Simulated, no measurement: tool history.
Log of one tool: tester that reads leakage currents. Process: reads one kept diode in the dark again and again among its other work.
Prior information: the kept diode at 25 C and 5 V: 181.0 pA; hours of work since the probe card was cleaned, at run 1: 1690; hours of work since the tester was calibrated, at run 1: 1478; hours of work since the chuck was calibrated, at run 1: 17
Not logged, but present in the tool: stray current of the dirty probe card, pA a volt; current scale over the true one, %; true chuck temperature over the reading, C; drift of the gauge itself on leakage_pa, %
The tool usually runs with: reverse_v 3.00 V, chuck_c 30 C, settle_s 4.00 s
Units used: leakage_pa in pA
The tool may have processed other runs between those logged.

run,day,reverse_v,chuck_c,settle_s,hours of work since the probe card was cleaned,hours of work since the tester was calibrated,hours of work since the chuck was calibrated,leakage_pa
1,0.000,3.00,30,4.00,1690,1478,17,221.12
2,7.038,3.00,33,4.00,1818,1606,145,297.08
3,13.221,3.00,33,4.00,1931,1718,257,302.95
4,17.442,3.00,33,4.00,2007,1795,334,308.53
5,24.288,3.00,33,4.00,2132,1919,458,316.30
# day 29.354: tester calibrated
6,31.133,3.00,33,4.00,2255,32,581,328.10
# day 36.388: chuck's temperature calibrated
7,37.892,3.00,30,0.61,2376,154,27,223.33
8,43.438,3.00,30,0.61,2477,254,128,228.80
9,50.500,2.43,30,0.61,2605,383,257,210.02
10,56.054,2.43,30,0.61,2706,484,357,215.26
11,62.450,3.00,51,4.00,2823,600,474,1424.09
12,70.112,3.00,51,4.00,2962,739,613,1454.53
# day 74.058: chuck's temperature calibrated
13,74.283,3.00,51,4.00,3036,814,4,1289.52
14,77.712,3.00,51,4.00,3098,876,66,1302.25
15,81.671,3.00,51,4.00,3170,948,138,1320.55
16,87.029,3.00,51,4.00,3268,1045,236,1342.00
17,94.162,3.00,51,4.00,3398,1175,365,1384.16
18,101.492,3.76,30,4.00,3531,1308,499,278.61
19,107.575,3.76,30,4.00,3641,1419,609,283.96
# day 111.233: chuck's temperature calibrated
20,111.233,3.00,30,2.03,3706,1484,0,224.49
# day 115.221: probe card cleaned and baked
21,118.175,3.00,30,2.03,54,1608,124,224.89
22,125.908,3.00,30,2.03,194,1748,265,230.85
23,133.108,1.07,30,3.24,325,1879,395,136.98
# day 140.029: tester calibrated
24,141.471,3.00,25,4.00,476,26,546,156.76
25,146.358,3.00,25,4.00,564,115,635,159.90
# day 149.158: chuck's temperature calibrated
26,152.017,2.22,31,1.04,666,216,52,204.48
27,157.000,2.22,31,1.04,756,307,143,207.73
28,160.596,2.22,31,1.04,822,372,208,211.37
29,168.317,9.39,30,1.04,962,513,348,435.24
30,173.008,3.00,44,4.00,1047,598,434,793.57
31,179.000,3.00,30,4.01,1156,707,543,244.14
32,183.958,6.46,35,5.18,1246,797,633,581.26
# day 186.879: chuck's temperature calibrated
33,191.321,2.50,31,2.09,1379,929,81,216.91
34,198.496,2.50,31,2.09,1509,1060,211,221.36
35,204.900,2.50,31,2.09,1626,1176,328,226.23
36,209.812,2.50,31,2.09,1715,1266,417,232.96
37,217.583,2.60,38,4.00,1856,1407,558,446.10
38,222.938,2.68,57,0.61,1954,1504,655,2125.16

Measured result minus the same run's result without the hidden state. Both carry the same run-to-run variation, though not necessarily the same gauge scatter:
run,leakage_pa
1,+2.53
2,+10.32
3,+17.66
4,+21.99
5,+29.93
6,+42.14
7,+3.27
8,+8.12
9,+12.81
10,+17.86
11,+122.77
12,+158.35
13,-6.19
14,+8.82
15,+28.82
16,+53.62
17,+89.36
18,+31.64
19,+37.65
20,+4.63
21,+5.27
22,+12.23
23,+10.64
24,+19.07
25,+22.04
26,+0.31
27,+4.11
28,+7.36
29,+29.76
30,+58.09
31,+25.47
32,+68.35
33,-0.64
34,+4.64
35,+10.42
36,+15.04
37,+37.75
38,+186.20

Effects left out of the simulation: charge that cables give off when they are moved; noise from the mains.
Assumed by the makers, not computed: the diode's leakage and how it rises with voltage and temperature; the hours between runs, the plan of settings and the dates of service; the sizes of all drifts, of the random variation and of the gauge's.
